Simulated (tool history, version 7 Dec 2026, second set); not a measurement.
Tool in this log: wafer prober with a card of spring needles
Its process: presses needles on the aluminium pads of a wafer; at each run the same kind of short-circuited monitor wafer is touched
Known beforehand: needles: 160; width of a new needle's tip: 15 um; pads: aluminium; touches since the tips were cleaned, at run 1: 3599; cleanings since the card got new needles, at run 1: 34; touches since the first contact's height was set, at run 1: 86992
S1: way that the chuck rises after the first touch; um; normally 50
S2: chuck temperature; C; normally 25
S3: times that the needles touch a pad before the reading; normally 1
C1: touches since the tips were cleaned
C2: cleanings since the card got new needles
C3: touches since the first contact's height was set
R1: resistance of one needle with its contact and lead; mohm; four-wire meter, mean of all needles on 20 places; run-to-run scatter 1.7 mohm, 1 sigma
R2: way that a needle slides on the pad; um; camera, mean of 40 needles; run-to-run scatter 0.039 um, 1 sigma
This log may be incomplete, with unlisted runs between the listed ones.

run	hour	S1	S2	S3	C1	C2	C3	R1	R2
1	0.0	50	25	1	3599	34	86992	402	9.33
# hour 12.9: tips cleaned on abrasive film
# hour 34.5: tips cleaned on abrasive film
2	34.6	50	25	1	22	36	99373	199	9.26
# hour 56.6: tips cleaned on abrasive film
3	68.4	50	25	1	4248	37	111515	443	9.30
# hour 79.5: tips cleaned on abrasive film
4	92.4	50	25	1	4674	38	120150	441	9.24
# hour 102.9: tips cleaned on abrasive film
# hour 127.0: tips cleaned on abrasive film
5	136.0	50	25	1	3246	40	135777	407	9.18
# hour 149.3: tips cleaned on abrasive film
# hour 170.9: tips cleaned on abrasive film
6	170.9	50	25	1	0	42	148275	214	9.14
# hour 194.1: tips cleaned on abrasive film
7	196.8	50	25	1	976	43	157576	286	9.16
# hour 215.9: tips cleaned on abrasive film
# hour 239.9: tips cleaned on abrasive film
8	240.7	50	25	1	304	45	173310	241	9.09
# hour 261.9: tips cleaned on abrasive film
# hour 284.9: tips cleaned on abrasive film
9	285.7	50	25	1	282	47	189437	221	9.12
# hour 289.3: height of the first contact set anew
# hour 307.5: tips cleaned on abrasive film
10	315.7	50	25	1	2958	48	9492	407	8.84
# hour 330.8: tips cleaned on abrasive film
11	337.6	50	25	1	2443	49	17332	406	8.84
# hour 356.2: tips cleaned on abrasive film
12	371.5	50	64	2	5541	50	29529	370	8.71
# hour 382.0: tips cleaned on abrasive film
# hour 405.4: tips cleaned on abrasive film
13	408.1	50	64	2	958	52	42630	256	8.73
# hour 428.2: tips cleaned on abrasive film
# hour 452.8: tips cleaned on abrasive film
14	455.1	50	64	2	822	54	59488	251	8.75

For run 15, what comes out?
# hour 477.6: tips cleaned on abrasive film
15	482.5	64	64	2	1796	55	69340	?	?

R1: 246 mohm
R2: 11.30 um
Without the tool's hidden state the same run would have given R1 180 mohm, R2 12.05 um.
